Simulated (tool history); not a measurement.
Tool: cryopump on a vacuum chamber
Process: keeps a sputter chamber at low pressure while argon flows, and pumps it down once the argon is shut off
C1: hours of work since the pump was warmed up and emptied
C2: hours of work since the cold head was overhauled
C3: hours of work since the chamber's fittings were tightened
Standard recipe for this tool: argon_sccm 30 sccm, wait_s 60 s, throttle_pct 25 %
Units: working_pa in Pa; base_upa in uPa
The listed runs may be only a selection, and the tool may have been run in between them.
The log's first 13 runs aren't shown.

run 14 day=10.262 | argon_sccm=14 wait_s=60 throttle_pct=25 | C1=688 C2=688 C3=1293 | working_pa=0.047 base_upa=2.15
run 15 day=11.042 | argon_sccm=14 wait_s=60 throttle_pct=25 | C1=700 C2=700 C3=1305 | working_pa=0.0473 base_upa=2.09
run 16 day=11.683 | argon_sccm=14 wait_s=60 throttle_pct=25 | C1=710 C2=710 C3=1315 | working_pa=0.0468 base_upa=2.26
run 17 day=12.396 | argon_sccm=21 wait_s=60 throttle_pct=25 | C1=722 C2=722 C3=1326 | working_pa=0.0707 base_upa=2.19
run 18 day=13.417 | argon_sccm=21 wait_s=60 throttle_pct=25 | C1=737 C2=737 C3=1342 | working_pa=0.0707 base_upa=2.23
run 19 day=13.933 | argon_sccm=20 wait_s=224 throttle_pct=25 | C1=746 C2=746 C3=1350 | working_pa=0.0674 base_upa=1.45
run 20 day=14.45 | argon_sccm=19 wait_s=60 throttle_pct=25 | C1=754 C2=754 C3=1358 | working_pa=0.0649 base_upa=2.18
run 21 day=15.367 | argon_sccm=22 wait_s=30 throttle_pct=25 | C1=768 C2=768 C3=1373 | working_pa=0.0748 base_upa=3.2
run 22 day=16.517 | argon_sccm=16 wait_s=38 throttle_pct=18 | C1=786 C2=786 C3=1391 | working_pa=0.0738 base_upa=2.83
run 23 day=17.6 | argon_sccm=26 wait_s=22 throttle_pct=18 | C1=803 C2=803 C3=1407 | working_pa=0.1225 base_upa=3.89
run 24 day=18.5 | argon_sccm=26 wait_s=22 throttle_pct=18 | C1=817 C2=817 C3=1421 | working_pa=0.1217 base_upa=4.03
run 25 day=19.092 | argon_sccm=20 wait_s=42 throttle_pct=23 | C1=826 C2=826 C3=1431 | working_pa=0.0733 base_upa=2.71
run 26 day=20.033 | argon_sccm=16 wait_s=68 throttle_pct=25 | C1=841 C2=841 C3=1445 | working_pa=0.0547 base_upa=2.23
run 27 day=20.575 | argon_sccm=30 wait_s=68 throttle_pct=25 | C1=849 C2=849 C3=1454 | working_pa=0.1039 base_upa=2.21
run 28 day=21.592 | argon_sccm=24 wait_s=25 throttle_pct=59 | C1=865 C2=865 C3=1470 | working_pa=0.0386 base_upa=3.73
run 29 day=22.471 | argon_sccm=30 wait_s=219 throttle_pct=20 | C1=879 C2=879 C3=1483 | working_pa=0.1278 base_upa=1.7
run 30 day=23.429 | argon_sccm=34 wait_s=60 throttle_pct=31 | C1=894 C2=894 C3=1498 | working_pa=0.0962 base_upa=2.41
run 31 day=23.921 | argon_sccm=34 wait_s=60 throttle_pct=31 | C1=902 C2=902 C3=1506 | working_pa=0.0967 base_upa=2.48
run 32 day=24.946 | argon_sccm=15 wait_s=149 throttle_pct=57 | C1=917 C2=917 C3=1522 | working_pa=0.0249 base_upa=1.84
run 33 day=26.033 | argon_sccm=39 wait_s=149 throttle_pct=34 | C1=934 C2=934 C3=1539 | working_pa=0.1013 base_upa=1.87

Predict each of these 3 candidate next runs independently; none follows another, all start after run 33:
run A day=26.562 | argon_sccm=42 wait_s=30 throttle_pct=33 | C1=943 C2=943 C3=1547 | working_pa=? base_upa=?
run B day=26.562 | argon_sccm=47 wait_s=60 throttle_pct=16 | C1=943 C2=943 C3=1547 | working_pa=? base_upa=?
run C day=26.562 | argon_sccm=21 wait_s=184 throttle_pct=18 | C1=943 C2=943 C3=1547 | working_pa=? base_upa=?

run=A working_pa=0.113 base_upa=3.4
run=B working_pa=0.2469 base_upa=2.42
run=C working_pa=0.0983 base_upa=1.82
With no hidden state in the tool, these same runs would have given:
run=A working_pa=0.1002 base_upa=2.03
run=B working_pa=0.2326 base_upa=1.09
run=C working_pa=0.0919 base_upa=0.45

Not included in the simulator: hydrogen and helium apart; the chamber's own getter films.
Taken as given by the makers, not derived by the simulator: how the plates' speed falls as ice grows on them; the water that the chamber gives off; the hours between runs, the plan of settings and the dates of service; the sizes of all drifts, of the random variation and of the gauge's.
